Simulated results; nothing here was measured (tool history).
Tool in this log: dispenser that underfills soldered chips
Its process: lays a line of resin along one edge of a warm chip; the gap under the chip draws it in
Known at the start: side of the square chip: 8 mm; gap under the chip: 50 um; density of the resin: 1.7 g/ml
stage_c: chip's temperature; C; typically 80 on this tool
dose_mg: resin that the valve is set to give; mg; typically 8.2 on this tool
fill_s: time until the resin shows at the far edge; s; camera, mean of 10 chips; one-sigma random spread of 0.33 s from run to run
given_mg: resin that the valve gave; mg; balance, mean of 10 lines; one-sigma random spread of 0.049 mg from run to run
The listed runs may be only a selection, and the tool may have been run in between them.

| run | day | stage_c | dose_mg | fill_s | given_mg |
|---|---|---|---|---|---|
| 1 | 0 | 80 | 8.2 | 18.1 | 8.29 |
|  | 0.075 | new syringe of resin |
| 2 | 0.104 | 80 | 7.62 | 13.4 | 7.47 |
| 3 | 0.3 | 80 | 8.2 | 15.4 | 8.18 |
| 4 | 0.433 | 80 | 8.14 | 17 | 8.07 |
| 5 | 0.538 | 80 | 8.14 | 18.4 | 8.12 |
|  | 0.717 | new syringe of resin |
| 6 | 0.738 | 80 | 8.2 | 13.3 | 8.08 |
| 7 | 0.892 | 80 | 8.2 | 15.2 | 8.12 |
| 8 | 1.025 | 84 | 8.2 | 13.2 | 8.07 |
| 9 | 1.229 | 84 | 8.2 | 14 | 8.12 |
|  | 1.358 | new syringe of resin |
| 10 | 1.375 | 80 | 8.2 | 14 | 8.07 |
| 11 | 1.467 | 80 | 8.2 | 13.7 | 8.04 |
| 12 | 1.6 | 80 | 8.2 | 15 | 8.05 |
| 13 | 1.804 | 92 | 9.18 | 10.2 | 9.04 |
| 14 | 1.962 | 84 | 7.72 | 16.3 | 7.47 |
|  | 2 | new syringe of resin |
| 15 | 2.104 | 94 | 10.05 | 7.6 | 9.87 |

Run 16, settings as shown, results not yet in. Your forecast:
| 16 | 2.229 | 94 | 10.05 | ? | ? |

{"run 16": {"fill_s": 8.4, "given_mg": 9.84}}
Take away the tool's hidden state, keep the run-to-run variation as it was, and the same run would have given fill_s 7.1 s, given_mg 10.08 mg.
